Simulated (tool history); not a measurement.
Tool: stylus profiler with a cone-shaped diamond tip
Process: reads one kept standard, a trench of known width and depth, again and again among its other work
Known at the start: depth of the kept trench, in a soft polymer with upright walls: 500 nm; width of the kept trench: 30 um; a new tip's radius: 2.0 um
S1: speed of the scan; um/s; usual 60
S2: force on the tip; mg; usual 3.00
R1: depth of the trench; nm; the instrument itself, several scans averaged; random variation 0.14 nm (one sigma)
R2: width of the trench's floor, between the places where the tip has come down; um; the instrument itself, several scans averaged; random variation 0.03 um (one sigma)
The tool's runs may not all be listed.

Run 1, hour 0.0: usual settings. Result: R1 510.22 nm, R2 25.82 um.
Run 2, hour 52.6: usual settings. Result: R1 509.87 nm, R2 25.80 um.
Run 3, hour 100.4: usual settings. Result: R1 509.36 nm, R2 25.82 um.
Run 4, hour 176.2: usual settings. Result: R1 509.73 nm, R2 25.80 um.
Run 5, hour 230.3: usual settings. Result: R1 509.65 nm, R2 25.75 um.
Run 6, hour 303.7: usual settings. Result: R1 509.42 nm, R2 25.83 um.
Run 7, hour 377.7: usual settings. Result: R1 509.38 nm, R2 25.74 um.
Run 8, hour 418.0: usual settings. Result: R1 509.25 nm, R2 25.75 um.
Run 9, hour 473.1: usual settings. Result: R1 509.03 nm, R2 25.71 um.
Run 10, hour 528.9: usual settings but S1 16 um/s. Result: R1 508.93 nm, R2 25.90 um.
Run 11, hour 615.9: usual settings. Result: R1 508.72 nm, R2 25.68 um.
At hour 621.2: height scale calibrated on a step standard.
Run 12, hour 687.5: usual settings. Result: R1 508.12 nm, R2 25.62 um.
Run 13, hour 746.7: usual settings but S1 233 um/s. Result: R1 508.40 nm, R2 24.87 um.
At hour 765.0: height scale calibrated on a step standard, once more.
Run 14, hour 834.7: usual settings but S1 111 um/s, S2 7.73 mg. Result: R1 518.72 nm, R2 25.49 um.
Run 15, hour 886.4: usual settings but S1 42 um/s, S2 4.35 mg. Result: R1 512.67 nm, R2 25.70 um.

Forecast run 16:
Run 16, hour 969.8: usual settings but S1 151 um/s, S2 5.32 mg. Result: R1 ?, R2 ?.

{"run 16": {"R1": 514.35, "R2": 25.32}}
Without the tool's hidden state the same run would have given R1 514.58 nm, R2 26.87 um.

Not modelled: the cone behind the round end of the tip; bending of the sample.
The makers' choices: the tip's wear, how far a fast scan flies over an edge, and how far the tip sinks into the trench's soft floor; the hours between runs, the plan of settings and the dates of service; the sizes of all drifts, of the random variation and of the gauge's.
